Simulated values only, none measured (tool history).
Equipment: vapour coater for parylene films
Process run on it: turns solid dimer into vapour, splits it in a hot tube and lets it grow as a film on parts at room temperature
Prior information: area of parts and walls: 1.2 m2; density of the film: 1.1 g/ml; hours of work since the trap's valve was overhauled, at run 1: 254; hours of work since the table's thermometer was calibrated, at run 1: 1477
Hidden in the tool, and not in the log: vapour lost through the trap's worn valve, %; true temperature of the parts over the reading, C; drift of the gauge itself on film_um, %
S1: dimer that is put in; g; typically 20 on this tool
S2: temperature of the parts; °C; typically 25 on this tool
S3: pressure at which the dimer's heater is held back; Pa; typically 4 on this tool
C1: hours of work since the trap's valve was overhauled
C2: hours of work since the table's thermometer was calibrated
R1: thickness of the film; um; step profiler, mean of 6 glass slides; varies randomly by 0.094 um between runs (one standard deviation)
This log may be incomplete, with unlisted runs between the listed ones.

run 1 hour=0 | S1=20 S2=25 S3=4 | C1=254 C2=1477 | R1=10.01
run 2 hour=45.4 | S1=20 S2=24 S3=4 | C1=287 C2=1510 | R1=9.89
-- hour=93.7 trap's valve overhauled
run 3 hour=106.8 | S1=20 S2=31 S3=4 | C1=10 C2=1552 | R1=9.92
run 4 hour=155.5 | S1=20 S2=31 S3=4 | C1=45 C2=1587 | R1=9.92
run 5 hour=210.2 | S1=20 S2=25 S3=4 | C1=85 C2=1627 | R1=10.95
run 6 hour=256.2 | S1=15 S2=25 S3=4 | C1=118 C2=1660 | R1=8.08
run 7 hour=298 | S1=20 S2=25 S3=2.05 | C1=148 C2=1691 | R1=11.58
run 8 hour=351.9 | S1=20 S2=25 S3=2.05 | C1=188 C2=1730 | R1=11.43
run 9 hour=387.4 | S1=11 S2=27 S3=4.25 | C1=213 C2=1756 | R1=5.39
run 10 hour=444.2 | S1=20 S2=18 S3=11.97 | C1=255 C2=1797 | R1=9.83
run 11 hour=474.8 | S1=10 S2=18 S3=7.46 | C1=277 C2=1819 | R1=5.13
run 12 hour=514.2 | S1=12 S2=25 S3=4 | C1=306 C2=1848 | R1=5.85
-- hour=538.7 trap's valve overhauled
run 13 hour=560.5 | S1=20 S2=22 S3=4 | C1=16 C2=1879 | R1=11.81
-- hour=591.5 table's thermometer calibrated
run 14 hour=607.6 | S1=23 S2=35 S3=6.73 | C1=49 C2=12 | R1=10.11
run 15 hour=651.2 | S1=9 S2=20 S3=5.33 | C1=81 C2=43 | R1=5.29

3 options for the next run, each taken on its own from the tool as it stands now. Forecast them:
run A hour=681.2 | S1=14 S2=37 S3=2.52 | C1=103 C2=65 | R1=?
run B hour=681.2 | S1=18 S2=20 S3=10.77 | C1=103 C2=65 | R1=?
run C hour=681.2 | S1=8 S2=25 S3=4 | C1=103 C2=65 | R1=?

run=A R1=6.59
run=B R1=9.28
run=C R1=4.46
Take away the tool's hidden state, keep each run's random variation, and the runs would have read:
run=A R1=6.91
run=B R1=9.74
run=C R1=4.68
